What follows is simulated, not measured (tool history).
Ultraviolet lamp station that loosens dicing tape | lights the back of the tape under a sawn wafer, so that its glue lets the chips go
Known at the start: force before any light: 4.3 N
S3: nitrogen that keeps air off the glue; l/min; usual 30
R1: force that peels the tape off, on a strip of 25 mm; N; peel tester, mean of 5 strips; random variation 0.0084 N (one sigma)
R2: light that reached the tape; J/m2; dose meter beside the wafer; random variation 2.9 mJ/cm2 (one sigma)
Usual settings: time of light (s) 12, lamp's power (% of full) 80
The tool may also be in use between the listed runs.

Run 1, hour 0: usual settings. Result: R1 0.412 N, R2 3530 J/m2.
Run 2, hour 17.9: usual settings but S3 31 l/min. Result: R1 0.425 N, R2 3480 J/m2.
Run 3, hour 45.7: usual settings but S3 31 l/min. Result: R1 0.417 N, R2 3450 J/m2.
Run 4, hour 65.2: usual settings but S3 31 l/min. Result: R1 0.429 N, R2 3390 J/m2.
At hour 81.4: window cleaned of glue's vapour.
Run 5, hour 85: usual settings but lamp's power (% of full) 82. Result: R1 0.36 N, R2 3780 J/m2.
Run 6, hour 121.8: usual settings but time of light (s) 20. Result: R1 0.244 N, R2 6090 J/m2.
Run 7, hour 138.4: usual settings but time of light (s) 14. Result: R1 0.331 N, R2 4180 J/m2.
Run 8, hour 159.5: usual settings but time of light (s) 6, S3 26 l/min. Result: R1 1.185 N, R2 1750 J/m2.
Run 9, hour 181.4: usual settings but lamp's power (% of full) 63. Result: R1 0.573 N, R2 2810 J/m2.
Run 10, hour 214.4: usual settings but lamp's power (% of full) 63. Result: R1 0.61 N, R2 2700 J/m2.
Run 11, hour 236.6: usual settings but lamp's power (% of full) 61, S3 26 l/min. Result: R1 0.692 N, R2 2560 J/m2.
Run 12, hour 256.8: usual settings but lamp's power (% of full) 61, S3 26 l/min. Result: R1 0.696 N, R2 2590 J/m2.
Run 13, hour 288.1: usual settings but time of light (s) 11, lamp's power (% of full) 62, S3 26 l/min. Result: R1 0.832 N, R2 2320 J/m2.

Measured less the same run without the tool's hidden state. The same run-to-run variation is in both; the gauge's scatter may not be:
The hidden state here: lamp's light, % of a new lamp's; light that the window lets through, % of a clean one's; drift of the gauge itself on peel_n, %; drift of the gauge itself on dose_mj_cm2, %.
run      R1    R2
  1  +0.078  -610
  2  +0.084  -640
  3  +0.087  -680
  4  +0.093  -710
  5  +0.049  -460
  6  +0.011  -840
  7  +0.043  -620
  8    +0.2  -280
  9  +0.121  -480
 10   +0.14  -510
 11  +0.164  -530
 12  +0.173  -550
 13  +0.217  -550
